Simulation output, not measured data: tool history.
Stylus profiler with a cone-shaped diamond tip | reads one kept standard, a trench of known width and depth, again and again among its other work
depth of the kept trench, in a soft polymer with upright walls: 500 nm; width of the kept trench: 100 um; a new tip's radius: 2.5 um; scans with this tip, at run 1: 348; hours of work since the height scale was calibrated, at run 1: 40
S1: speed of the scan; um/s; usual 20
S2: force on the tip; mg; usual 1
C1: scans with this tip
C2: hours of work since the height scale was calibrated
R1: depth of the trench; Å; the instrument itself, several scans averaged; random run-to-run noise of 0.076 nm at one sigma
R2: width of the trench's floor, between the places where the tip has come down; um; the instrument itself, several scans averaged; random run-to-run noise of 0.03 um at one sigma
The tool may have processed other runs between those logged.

{"run": 1, "hour": 0.0, "S1": 20, "S2": 1, "C1": 348, "C2": 40, "R1": 5029.4, "R2": 96.71}
{"run": 2, "hour": 6.9, "S1": 20, "S2": 1, "C1": 393, "C2": 45, "R1": 5031.6, "R2": 96.68}
{"run": 3, "hour": 17.8, "S1": 20, "S2": 1, "C1": 464, "C2": 53, "R1": 5029, "R2": 96.75}
{"run": 4, "hour": 26.2, "S1": 20, "S2": 1, "C1": 519, "C2": 60, "R1": 5029.1, "R2": 96.69}
{"run": 5, "hour": 35.4, "S1": 20, "S2": 1, "C1": 580, "C2": 67, "R1": 5029.6, "R2": 96.7}
{"run": 6, "hour": 47.8, "S1": 20, "S2": 1, "C1": 660, "C2": 76, "R1": 5030.2, "R2": 96.72}
{"run": 7, "hour": 58.7, "S1": 20, "S2": 1, "C1": 732, "C2": 84, "R1": 5029, "R2": 96.65}
{"run": 8, "hour": 66.3, "S1": 20, "S2": 1, "C1": 781, "C2": 90, "R1": 5029.4, "R2": 96.67}
{"run": 9, "hour": 78.5, "S1": 20, "S2": 1, "C1": 861, "C2": 99, "R1": 5030.2, "R2": 96.64}
{"run": 10, "hour": 91.5, "S1": 20, "S2": 1, "C1": 946, "C2": 109, "R1": 5030.4, "R2": 96.64}
{"hour": 93.1, "done": "height scale calibrated on a step standard"}
{"run": 11, "hour": 102.6, "S1": 20, "S2": 1, "C1": 1016, "C2": 7, "R1": 5030.7, "R2": 96.61}
{"run": 12, "hour": 111.4, "S1": 20, "S2": 1, "C1": 1073, "C2": 14, "R1": 5030.6, "R2": 96.61}
{"run": 13, "hour": 120.0, "S1": 20, "S2": 1, "C1": 1130, "C2": 20, "R1": 5030.1, "R2": 96.57}
{"run": 14, "hour": 134.0, "S1": 43, "S2": 0.94, "C1": 1221, "C2": 31, "R1": 5028.8, "R2": 96.37}
{"run": 15, "hour": 146.4, "S1": 43, "S2": 0.94, "C1": 1302, "C2": 40, "R1": 5028.4, "R2": 96.32}
{"run": 16, "hour": 160.4, "S1": 8, "S2": 2.62, "C1": 1394, "C2": 51, "R1": 5056, "R2": 96.64}
{"hour": 164.8, "done": "height scale calibrated on a step standard, once more"}
{"run": 17, "hour": 171.8, "S1": 6, "S2": 0.82, "C1": 1465, "C2": 5, "R1": 5022.8, "R2": 96.61}
{"run": 18, "hour": 185.3, "S1": 6, "S2": 0.82, "C1": 1553, "C2": 15, "R1": 5022.9, "R2": 96.61}
{"run": 19, "hour": 197.5, "S1": 6, "S2": 0.82, "C1": 1633, "C2": 25, "R1": 5023.4, "R2": 96.64}
{"run": 20, "hour": 212.5, "S1": 6, "S2": 0.82, "C1": 1731, "C2": 36, "R1": 5023.4, "R2": 96.56}

Forecast run 21:
{"run": 21, "hour": 224.1, "S1": 17, "S2": 1.89, "C1": 1807, "C2": 45, "R1": "?", "R2": "?"}

R1: 5041.6 Å
R2: 96.58 um
Had the tool carried no hidden state, the very same run would have given R1 5043.2 Å, R2 96.97 um.
